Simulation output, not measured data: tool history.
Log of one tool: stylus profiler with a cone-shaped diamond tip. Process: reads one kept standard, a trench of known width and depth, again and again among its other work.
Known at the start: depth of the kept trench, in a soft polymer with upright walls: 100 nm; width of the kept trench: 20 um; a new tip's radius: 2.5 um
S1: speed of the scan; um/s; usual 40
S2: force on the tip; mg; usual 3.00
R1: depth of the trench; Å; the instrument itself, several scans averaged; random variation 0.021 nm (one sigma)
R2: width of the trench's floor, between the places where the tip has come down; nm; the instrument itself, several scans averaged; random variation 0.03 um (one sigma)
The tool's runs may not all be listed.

run,hour,S1,S2,R1,R2
1,0.0,40,3.00,1014.5,18330
2,21.2,40,3.00,1014.8,18270
3,56.7,148,3.00,1014.8,17730
4,96.6,148,3.00,1014.7,17670
5,125.4,40,3.00,1014.7,18280
6,158.9,40,3.00,1014.3,18210
7,187.1,40,3.00,1014.5,18240
8,222.6,40,3.00,1014.4,18250
9,246.5,40,3.00,1014.8,18230
10,289.7,40,3.00,1014.2,18270
11,324.7,40,3.00,1014.2,18230
12,367.9,40,3.00,1014.3,18160
13,410.6,40,3.00,1013.9,18270
14,429.5,40,3.00,1014.2,18250
15,466.6,40,3.22,1014.9,18210
16,493.9,40,3.22,1014.9,18170
17,533.5,40,7.82,1028.4,18300
18,558.7,97,3.00,1014.0,17920
19,599.5,97,3.00,1014.3,17930
20,619.9,52,3.00,1013.7,18110
21,652.8,52,3.00,1013.8,18130
22,678.1,52,3.00,1013.7,18120
23,695.9,81,3.00,1013.7,18010
24,732.7,81,3.00,1013.7,18030
25,751.3,55,5.82,1022.7,18180
26,794.5,22,2.04,1009.9,18210
27,834.3,84,2.58,1011.8,17880
28,863.1,20,1.77,1008.7,18260
# hour 867.3: height scale calibrated on a step standard
29,890.3,137,5.14,1018.7,17780
30,922.3,73,6.98,1023.9,18110
31,953.7,19,3.34,1012.8,18260
32,973.6,31,2.76,1010.8,18220
# hour 992.8: height scale calibrated on a step standard, once more
33,1017.1,31,2.76,1015.4,18230
34,1051.7,37,5.06,1023.3,18250
35,1072.3,25,2.22,1013.9,18140
36,1091.9,25,2.22,1013.5,18190
37,1133.6,63,2.36,1013.9,17930
38,1160.5,40,5.65,1024.8,18130
39,1185.6,56,5.00,1023.1,18160
40,1213.7,59,2.09,1012.9,17930
41,1239.5,40,4.13,1020.1,18150
42,1270.5,26,2.54,1014.8,18150
43,1292.4,40,1.61,1010.7,18000
44,1329.5,105,1.67,1010.8,17560
45,1350.7,105,1.67,1010.7,17600

The same runs without the tool's hidden state, with the same run-to-run variation:
The hidden state here: radius of the tip, um; height scale over the true one, %; drift of the gauge itself on depth_nm, %; drift of the gauge itself on floor_um, %.
run,R1,R2
1,1016.1,18430
2,1016.4,18380
3,1016.4,17840
4,1016.4,17790
5,1016.4,18400
6,1016.0,18340
7,1016.2,18370
8,1016.2,18380
9,1016.7,18370
10,1016.1,18410
11,1016.2,18380
12,1016.3,18310
13,1016.0,18430
14,1016.3,18420
15,1017.1,18380
16,1017.0,18340
17,1030.7,18480
18,1016.3,18100
19,1016.6,18120
20,1016.1,18300
21,1016.2,18330
22,1016.1,18320
23,1016.2,18210
24,1016.2,18240
25,1025.2,18380
26,1012.4,18430
27,1014.5,18100
28,1011.3,18480
29,1023.2,18010
30,1028.4,18340
31,1017.3,18500
32,1015.4,18460
33,1015.0,18470
34,1022.9,18500
35,1013.5,18390
36,1013.1,18440
37,1013.6,18190
38,1024.6,18390
39,1022.9,18430
40,1012.8,18200
41,1019.9,18430
42,1014.7,18430
43,1010.6,18280
44,1010.8,17850
45,1010.7,17880

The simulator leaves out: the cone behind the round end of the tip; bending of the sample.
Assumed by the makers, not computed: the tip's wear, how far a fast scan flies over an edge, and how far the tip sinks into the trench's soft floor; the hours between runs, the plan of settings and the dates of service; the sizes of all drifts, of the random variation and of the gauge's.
